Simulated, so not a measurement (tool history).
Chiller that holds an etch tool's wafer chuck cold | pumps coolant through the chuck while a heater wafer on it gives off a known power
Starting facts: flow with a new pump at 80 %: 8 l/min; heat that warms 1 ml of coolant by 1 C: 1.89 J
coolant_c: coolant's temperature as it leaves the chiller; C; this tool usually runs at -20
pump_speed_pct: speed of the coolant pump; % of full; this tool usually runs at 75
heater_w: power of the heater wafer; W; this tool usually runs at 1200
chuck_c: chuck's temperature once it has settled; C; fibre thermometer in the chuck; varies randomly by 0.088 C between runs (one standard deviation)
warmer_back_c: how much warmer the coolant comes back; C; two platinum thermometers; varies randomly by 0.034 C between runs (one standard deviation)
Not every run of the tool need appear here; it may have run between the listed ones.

| run | day | coolant_c | pump_speed_pct | heater_w | chuck_c | warmer_back_c |
|---|---|---|---|---|---|---|
| 1 | 0 | -20 | 75 | 1200 | -8.69 | 5.48 |
| 2 | 1.362 | -20 | 75 | 1200 | -8.61 | 5.48 |
| 3 | 4.021 | -20 | 75 | 1200 | -8.58 | 5.48 |
| 4 | 6.638 | -20 | 75 | 1200 | -8.62 | 5.53 |
| 5 | 8.229 | -20 | 75 | 1233 | -8.29 | 5.77 |
| 6 | 10.246 | -20 | 75 | 1233 | -8.45 | 5.68 |
| 7 | 12.279 | -20 | 75 | 1233 | -8.16 | 5.73 |
| 8 | 13.571 | -20 | 75 | 1233 | -8.23 | 5.75 |
| 9 | 14.879 | -20 | 75 | 1233 | -8.17 | 5.69 |
| 10 | 16.779 | -20 | 75 | 1233 | -8.12 | 5.72 |
|  | 16.996 | chiller's thermometer calibrated |
| 11 | 19.154 | -20 | 75 | 1233 | -8.17 | 5.77 |
| 12 | 20.954 | -20 | 92 | 897 | -12.64 | 3.36 |
|  | 23.133 | chiller's thermometer calibrated, once more |
| 13 | 24.038 | -20 | 92 | 897 | -12.48 | 3.38 |

Results for each run, recomputed without the tool's hidden state and with each run's random variation untouched:
Hidden state at play: heat passed by the chuck's channels, % of clean ones'; flow at a given pump speed, % of a new pump's; coolant's true temperature over the reading, C; drift of the gauge itself on chuck_c, C; drift of the gauge itself on warmer_back_c, C.
| run | chuck_c | warmer_back_c |
|---|---|---|
| 1 | -9.48 | 5.07 |
| 2 | -9.41 | 5.06 |
| 3 | -9.41 | 5.04 |
| 4 | -9.47 | 5.09 |
| 5 | -9.18 | 5.31 |
| 6 | -9.36 | 5.21 |
| 7 | -9.09 | 5.25 |
| 8 | -9.17 | 5.26 |
| 9 | -9.12 | 5.2 |
| 10 | -9.09 | 5.22 |
| 11 | -9.07 | 5.26 |
| 12 | -13.11 | 3.05 |
| 13 | -13.21 | 3.07 |
